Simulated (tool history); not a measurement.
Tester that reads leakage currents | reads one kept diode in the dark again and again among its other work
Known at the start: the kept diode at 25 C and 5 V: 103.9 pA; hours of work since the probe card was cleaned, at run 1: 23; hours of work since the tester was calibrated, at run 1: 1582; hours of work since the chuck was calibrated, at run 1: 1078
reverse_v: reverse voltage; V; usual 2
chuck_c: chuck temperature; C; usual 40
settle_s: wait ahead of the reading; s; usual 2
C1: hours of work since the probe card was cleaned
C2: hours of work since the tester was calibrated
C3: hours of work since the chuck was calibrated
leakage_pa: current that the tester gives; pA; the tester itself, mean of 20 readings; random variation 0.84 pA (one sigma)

{"run": 1, "hour": 0.0, "reverse_v": 2, "chuck_c": 40, "settle_s": 2, "C1": 23, "C2": 1582, "C3": 1078, "leakage_pa": 281.18}
{"run": 2, "hour": 44.0, "reverse_v": 2, "chuck_c": 40, "settle_s": 2, "C1": 55, "C2": 1613, "C3": 1110, "leakage_pa": 280.45}
{"run": 3, "hour": 77.0, "reverse_v": 2, "chuck_c": 40, "settle_s": 2, "C1": 78, "C2": 1637, "C3": 1133, "leakage_pa": 281.38}
{"run": 4, "hour": 109.6, "reverse_v": 2, "chuck_c": 40, "settle_s": 2, "C1": 101, "C2": 1660, "C3": 1157, "leakage_pa": 280.58}
{"run": 5, "hour": 144.2, "reverse_v": 2, "chuck_c": 40, "settle_s": 2, "C1": 126, "C2": 1685, "C3": 1181, "leakage_pa": 280.69}
{"run": 6, "hour": 180.9, "reverse_v": 2, "chuck_c": 40, "settle_s": 2, "C1": 152, "C2": 1711, "C3": 1208, "leakage_pa": 278.55}
{"run": 7, "hour": 199.7, "reverse_v": 2, "chuck_c": 40, "settle_s": 2, "C1": 166, "C2": 1725, "C3": 1221, "leakage_pa": 281.44}
{"run": 8, "hour": 240.2, "reverse_v": 2, "chuck_c": 40, "settle_s": 2, "C1": 195, "C2": 1754, "C3": 1250, "leakage_pa": 280.53}
{"run": 9, "hour": 274.3, "reverse_v": 2, "chuck_c": 40, "settle_s": 2, "C1": 219, "C2": 1778, "C3": 1274, "leakage_pa": 280.49}
{"hour": 293.2, "done": "chuck's temperature calibrated"}
{"run": 10, "hour": 306.4, "reverse_v": 2, "chuck_c": 40, "settle_s": 2, "C1": 241, "C2": 1800, "C3": 9, "leakage_pa": 280.3}
{"run": 11, "hour": 330.7, "reverse_v": 2, "chuck_c": 40, "settle_s": 2, "C1": 258, "C2": 1817, "C3": 27, "leakage_pa": 278.48}
{"run": 12, "hour": 349.4, "reverse_v": 2, "chuck_c": 40, "settle_s": 2, "C1": 272, "C2": 1830, "C3": 40, "leakage_pa": 282.03}
{"run": 13, "hour": 375.0, "reverse_v": 19.26, "chuck_c": 40, "settle_s": 2, "C1": 290, "C2": 1849, "C3": 58, "leakage_pa": 585.36}
{"run": 14, "hour": 399.3, "reverse_v": 2.29, "chuck_c": 26, "settle_s": 0.37, "C1": 307, "C2": 1866, "C3": 76, "leakage_pa": 89.43}
{"run": 15, "hour": 418.3, "reverse_v": 2.29, "chuck_c": 26, "settle_s": 0.37, "C1": 321, "C2": 1880, "C3": 89, "leakage_pa": 89.75}
{"run": 16, "hour": 443.2, "reverse_v": 1.11, "chuck_c": 42, "settle_s": 2.07, "C1": 339, "C2": 1898, "C3": 107, "leakage_pa": 272.85}
{"run": 17, "hour": 472.8, "reverse_v": 12.72, "chuck_c": 54, "settle_s": 1.09, "C1": 360, "C2": 1919, "C3": 128, "leakage_pa": 1527.9}
{"run": 18, "hour": 511.1, "reverse_v": 1.13, "chuck_c": 38, "settle_s": 1.02, "C1": 387, "C2": 1946, "C3": 156, "leakage_pa": 196.26}
{"run": 19, "hour": 542.7, "reverse_v": 1.12, "chuck_c": 38, "settle_s": 1.02, "C1": 410, "C2": 1969, "C3": 178, "leakage_pa": 196.74}
{"run": 20, "hour": 578.5, "reverse_v": 2.4, "chuck_c": 24, "settle_s": 2, "C1": 435, "C2": 1994, "C3": 204, "leakage_pa": 75.43}
{"run": 21, "hour": 619.9, "reverse_v": 2.4, "chuck_c": 24, "settle_s": 2, "C1": 465, "C2": 2024, "C3": 234, "leakage_pa": 74.72}
{"run": 22, "hour": 662.1, "reverse_v": 2.4, "chuck_c": 24, "settle_s": 2, "C1": 495, "C2": 2054, "C3": 264, "leakage_pa": 74.88}
{"run": 23, "hour": 690.7, "reverse_v": 1.76, "chuck_c": 24, "settle_s": 5.51, "C1": 516, "C2": 2075, "C3": 284, "leakage_pa": 67.83}
{"run": 24, "hour": 717.7, "reverse_v": 1.76, "chuck_c": 24, "settle_s": 5.51, "C1": 535, "C2": 2094, "C3": 304, "leakage_pa": 67.56}

Forecast each of these 5 alternatives for the next run:
{"hour": 741.6, "done": "tester calibrated"}
{"run": "A", "hour": 743.4, "reverse_v": 16.11, "chuck_c": 36, "settle_s": 0.81, "C1": 552, "C2": 1, "C3": 320, "leakage_pa": "?"}
{"hour": 741.6, "done": "tester calibrated"}
{"run": "B", "hour": 743.4, "reverse_v": 6.45, "chuck_c": 59, "settle_s": 2.8, "C1": 552, "C2": 1, "C3": 320, "leakage_pa": "?"}
{"hour": 741.6, "done": "tester calibrated"}
{"run": "C", "hour": 743.4, "reverse_v": 1.76, "chuck_c": 36, "settle_s": 2.49, "C1": 552, "C2": 1, "C3": 320, "leakage_pa": "?"}
{"hour": 741.6, "done": "tester calibrated"}
{"run": "D", "hour": 743.4, "reverse_v": 2, "chuck_c": 51, "settle_s": 2.66, "C1": 552, "C2": 1, "C3": 320, "leakage_pa": "?"}
{"hour": 741.6, "done": "tester calibrated"}
{"run": "E", "hour": 743.4, "reverse_v": 3.39, "chuck_c": 40, "settle_s": 1.14, "C1": 552, "C2": 1, "C3": 320, "leakage_pa": "?"}

run=A leakage_pa=402.05
run=B leakage_pa=1771.91
run=C leakage_pa=193.84
run=D leakage_pa=670.21
run=E leakage_pa=332.84
Without the tool's hidden state the same runs would have given:
run=A leakage_pa=402.13
run=B leakage_pa=1772.24
run=C leakage_pa=193.88
run=D leakage_pa=670.34
run=E leakage_pa=332.91
